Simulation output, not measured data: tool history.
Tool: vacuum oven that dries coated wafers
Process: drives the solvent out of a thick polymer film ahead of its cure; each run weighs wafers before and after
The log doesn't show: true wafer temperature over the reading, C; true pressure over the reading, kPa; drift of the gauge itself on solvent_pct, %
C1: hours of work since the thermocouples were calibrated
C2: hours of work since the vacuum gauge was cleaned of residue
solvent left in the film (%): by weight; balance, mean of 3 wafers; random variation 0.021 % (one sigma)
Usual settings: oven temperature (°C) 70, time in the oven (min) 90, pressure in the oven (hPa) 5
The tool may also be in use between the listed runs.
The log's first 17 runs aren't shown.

At hour 204.4: oven's thermocouples calibrated, once more.
Run 18, hour 208.7: usual settings but time in the oven (min) 157, pressure in the oven (hPa) 11.2; C1 3; C2 460. Result: solvent left in the film (%) 0.56.
Run 19, hour 216.6: usual settings but oven temperature (°C) 68, time in the oven (min) 47, pressure in the oven (hPa) 11.2; C1 8; C2 465. Result: solvent left in the film (%) 5.06.
Run 20, hour 227.5: usual settings but oven temperature (°C) 68, time in the oven (min) 99, pressure in the oven (hPa) 9.35; C1 15; C2 472. Result: solvent left in the film (%) 1.47.
Run 21, hour 239.8: usual settings but time in the oven (min) 73, pressure in the oven (hPa) 3.44; C1 22; C2 480. Result: solvent left in the film (%) 1.91.
Run 22, hour 256.8: usual settings but oven temperature (°C) 77; C1 33; C2 491. Result: solvent left in the film (%) 0.49.
Run 23, hour 272: usual settings but oven temperature (°C) 63, time in the oven (min) 118; C1 43; C2 500. Result: solvent left in the film (%) 1.61.
Run 24, hour 286.9: usual settings but oven temperature (°C) 65, time in the oven (min) 101, pressure in the oven (hPa) 2.8; C1 52; C2 510. Result: solvent left in the film (%) 1.72.
Run 25, hour 301.9: usual settings but oven temperature (°C) 78, time in the oven (min) 100, pressure in the oven (hPa) 11.48; C1 62; C2 519. Result: solvent left in the film (%) 0.52.
Run 26, hour 317.9: usual settings but oven temperature (°C) 59, time in the oven (min) 160, pressure in the oven (hPa) 17.75; C1 72; C2 530. Result: solvent left in the film (%) 2.11.
Run 27, hour 325.8: usual settings but oven temperature (°C) 72, time in the oven (min) 56, pressure in the oven (hPa) 7.92; C1 77; C2 535. Result: solvent left in the film (%) 2.76.
Run 28, hour 333: usual settings but time in the oven (min) 116, pressure in the oven (hPa) 7.29; C1 82; C2 539. Result: solvent left in the film (%) 0.74.
Run 29, hour 346.2: usual settings but oven temperature (°C) 59, time in the oven (min) 85; C1 90; C2 548. Result: solvent left in the film (%) 4.32.
Run 30, hour 361.3: usual settings but oven temperature (°C) 71, time in the oven (min) 48, pressure in the oven (hPa) 16.73; C1 100; C2 557. Result: solvent left in the film (%) 4.1.

Run 31 comes next. What will it give?
Run 31, hour 372.7: usual settings but oven temperature (°C) 71, time in the oven (min) 48, pressure in the oven (hPa) 16.73; C1 107; C2 564. Result: solvent left in the film (%) ?.

Run 31 gave solvent left in the film (%) 4.13.
Without the tool's hidden state the same run would have given solvent left in the film (%) 4.17.

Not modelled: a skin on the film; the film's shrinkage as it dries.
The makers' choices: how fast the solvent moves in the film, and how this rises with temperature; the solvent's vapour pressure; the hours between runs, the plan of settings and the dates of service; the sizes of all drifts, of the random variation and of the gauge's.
